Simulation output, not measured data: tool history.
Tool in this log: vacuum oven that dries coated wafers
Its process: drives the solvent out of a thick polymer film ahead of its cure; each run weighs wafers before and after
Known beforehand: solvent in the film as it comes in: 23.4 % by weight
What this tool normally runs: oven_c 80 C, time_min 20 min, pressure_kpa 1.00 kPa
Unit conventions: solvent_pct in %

{"run": 1, "day": 0.0, "oven_c": 80, "time_min": 20, "pressure_kpa": 1.0, "solvent_pct": 2.62}
{"run": 2, "day": 1.262, "oven_c": 80, "time_min": 20, "pressure_kpa": 1.0, "solvent_pct": 2.68}
{"run": 3, "day": 2.225, "oven_c": 80, "time_min": 20, "pressure_kpa": 1.0, "solvent_pct": 2.59}
{"run": 4, "day": 3.071, "oven_c": 80, "time_min": 20, "pressure_kpa": 1.0, "solvent_pct": 2.72}
{"run": 5, "day": 3.662, "oven_c": 80, "time_min": 20, "pressure_kpa": 1.0, "solvent_pct": 2.63}
{"run": 6, "day": 4.512, "oven_c": 80, "time_min": 20, "pressure_kpa": 1.0, "solvent_pct": 2.67}
{"run": 7, "day": 5.121, "oven_c": 80, "time_min": 20, "pressure_kpa": 1.0, "solvent_pct": 2.6}
{"run": 8, "day": 5.762, "oven_c": 80, "time_min": 20, "pressure_kpa": 1.0, "solvent_pct": 2.65}
{"run": 9, "day": 6.362, "oven_c": 80, "time_min": 20, "pressure_kpa": 1.0, "solvent_pct": 2.65}
{"run": 10, "day": 7.404, "oven_c": 80, "time_min": 21, "pressure_kpa": 1.0, "solvent_pct": 2.48}
{"run": 11, "day": 8.55, "oven_c": 80, "time_min": 21, "pressure_kpa": 1.0, "solvent_pct": 2.58}
{"run": 12, "day": 9.367, "oven_c": 80, "time_min": 20, "pressure_kpa": 1.0, "solvent_pct": 2.72}
{"run": 13, "day": 10.046, "oven_c": 80, "time_min": 31, "pressure_kpa": 1.0, "solvent_pct": 1.83}
{"run": 14, "day": 11.075, "oven_c": 80, "time_min": 31, "pressure_kpa": 1.56, "solvent_pct": 2.63}
{"run": 15, "day": 12.417, "oven_c": 80, "time_min": 32, "pressure_kpa": 1.0, "solvent_pct": 1.89}
{"run": 16, "day": 13.579, "oven_c": 80, "time_min": 32, "pressure_kpa": 1.0, "solvent_pct": 1.89}
{"run": 17, "day": 14.279, "oven_c": 80, "time_min": 20, "pressure_kpa": 0.73, "solvent_pct": 2.46}
{"run": 18, "day": 15.325, "oven_c": 80, "time_min": 20, "pressure_kpa": 0.73, "solvent_pct": 2.33}
{"day": 15.496, "done": "oven's thermocouples calibrated"}
{"run": 19, "day": 16.533, "oven_c": 80, "time_min": 20, "pressure_kpa": 0.73, "solvent_pct": 2.54}
{"run": 20, "day": 17.221, "oven_c": 72, "time_min": 20, "pressure_kpa": 1.0, "solvent_pct": 4.94}
{"run": 21, "day": 17.904, "oven_c": 72, "time_min": 20, "pressure_kpa": 1.0, "solvent_pct": 5.01}
{"day": 18.362, "done": "oven's thermocouples calibrated, once more"}
{"run": 22, "day": 18.888, "oven_c": 80, "time_min": 20, "pressure_kpa": 1.0, "solvent_pct": 2.74}
{"run": 23, "day": 19.808, "oven_c": 71, "time_min": 11, "pressure_kpa": 0.74, "solvent_pct": 7.93}
{"run": 24, "day": 20.417, "oven_c": 84, "time_min": 20, "pressure_kpa": 1.0, "solvent_pct": 1.93}
{"run": 25, "day": 21.492, "oven_c": 93, "time_min": 21, "pressure_kpa": 1.14, "solvent_pct": 1.25}
{"run": 26, "day": 22.508, "oven_c": 93, "time_min": 21, "pressure_kpa": 1.14, "solvent_pct": 1.22}
{"run": 27, "day": 23.583, "oven_c": 93, "time_min": 21, "pressure_kpa": 1.12, "solvent_pct": 1.22}
{"run": 28, "day": 24.492, "oven_c": 93, "time_min": 21, "pressure_kpa": 1.12, "solvent_pct": 1.36}
{"run": 29, "day": 25.212, "oven_c": 80, "time_min": 20, "pressure_kpa": 1.02, "solvent_pct": 2.74}
{"run": 30, "day": 25.783, "oven_c": 80, "time_min": 33, "pressure_kpa": 1.02, "solvent_pct": 1.92}
{"run": 31, "day": 26.862, "oven_c": 80, "time_min": 33, "pressure_kpa": 1.02, "solvent_pct": 2.01}
{"run": 32, "day": 27.454, "oven_c": 80, "time_min": 33, "pressure_kpa": 1.02, "solvent_pct": 1.89}
{"run": 33, "day": 28.412, "oven_c": 87, "time_min": 10, "pressure_kpa": 1.0, "solvent_pct": 3.84}
{"run": 34, "day": 29.442, "oven_c": 87, "time_min": 10, "pressure_kpa": 1.0, "solvent_pct": 3.93}
{"run": 35, "day": 30.596, "oven_c": 69, "time_min": 12, "pressure_kpa": 1.46, "solvent_pct": 9.23}
{"run": 36, "day": 31.412, "oven_c": 81, "time_min": 11, "pressure_kpa": 1.17, "solvent_pct": 5.21}
{"run": 37, "day": 32.417, "oven_c": 81, "time_min": 29, "pressure_kpa": 3.62, "solvent_pct": 5.5}
{"run": 38, "day": 33.521, "oven_c": 83, "time_min": 29, "pressure_kpa": 3.19, "solvent_pct": 4.38}
{"run": 39, "day": 34.225, "oven_c": 83, "time_min": 29, "pressure_kpa": 3.19, "solvent_pct": 4.49}
{"run": 40, "day": 34.983, "oven_c": 83, "time_min": 29, "pressure_kpa": 3.19, "solvent_pct": 4.35}
{"run": 41, "day": 35.946, "oven_c": 83, "time_min": 29, "pressure_kpa": 3.19, "solvent_pct": 4.49}
{"run": 42, "day": 36.917, "oven_c": 83, "time_min": 29, "pressure_kpa": 3.19, "solvent_pct": 4.58}
{"run": 43, "day": 37.554, "oven_c": 83, "time_min": 29, "pressure_kpa": 0.86, "solvent_pct": 1.7}
{"run": 44, "day": 38.738, "oven_c": 83, "time_min": 29, "pressure_kpa": 0.86, "solvent_pct": 1.69}

Predict each of these 5 candidate next runs independently; none follows another, all start after run 44:
{"run": "A", "day": 39.521, "oven_c": 69, "time_min": 30, "pressure_kpa": 0.9, "solvent_pct": "?"}
{"run": "B", "day": 39.521, "oven_c": 69, "time_min": 20, "pressure_kpa": 3.19, "solvent_pct": "?"}
{"run": "C", "day": 39.521, "oven_c": 83, "time_min": 15, "pressure_kpa": 2.12, "solvent_pct": "?"}
{"run": "D", "day": 39.521, "oven_c": 74, "time_min": 12, "pressure_kpa": 1.0, "solvent_pct": "?"}
{"run": "E", "day": 39.521, "oven_c": 83, "time_min": 29, "pressure_kpa": 0.67, "solvent_pct": "?"}

run=A solvent_pct=4.08
run=B solvent_pct=9.87
run=C solvent_pct=4.44
run=D solvent_pct=6.88
run=E solvent_pct=1.45
With no hidden state in the tool, these same runs would have given:
run=A solvent_pct=3.30
run=B solvent_pct=9.18
run=C solvent_pct=4.02
run=D solvent_pct=6.38
run=E solvent_pct=0.98

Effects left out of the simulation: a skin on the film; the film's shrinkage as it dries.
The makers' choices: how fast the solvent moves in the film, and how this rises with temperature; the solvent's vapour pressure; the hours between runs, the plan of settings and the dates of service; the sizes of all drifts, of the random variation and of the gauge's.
